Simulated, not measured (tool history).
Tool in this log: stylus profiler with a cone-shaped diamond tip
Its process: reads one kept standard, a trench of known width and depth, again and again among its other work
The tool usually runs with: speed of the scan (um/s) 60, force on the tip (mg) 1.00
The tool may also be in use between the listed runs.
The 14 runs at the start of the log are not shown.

run	hour	speed of the scan (um/s)	force on the tip (mg)	depth of the trench (Å)	width of the trench's floor (nm)
# hour 620.7: height scale calibrated on a step standard
15	649.4	60	1.43	1011.0	28220
16	684.4	40	1.00	1009.2	28300
17	718.3	29	1.00	1009.4	28300
18	773.7	29	1.00	1009.2	28350
19	832.0	29	1.00	1009.5	28290
20	864.0	80	1.00	1009.9	28130
21	899.2	80	1.00	1009.0	28180
22	924.2	60	1.00	1009.3	28240
# hour 942.6: height scale calibrated on a step standard, once more
23	957.1	60	0.42	1004.0	28150
24	987.8	19	2.66	1012.2	28350
25	1032.1	87	1.44	1008.4	28170
26	1091.8	21	1.44	1008.1	28360
27	1129.8	21	0.67	1005.7	28300

What will run 28 give?
28	1157.3	41	0.67	?	?

Run 28 came out at depth of the trench (Å) 1005.8, width of the trench's floor (nm) 28170.
The same run, on a tool lacking any hidden state, would have yielded depth of the trench (Å) 1005.4, width of the trench's floor (nm) 28390.
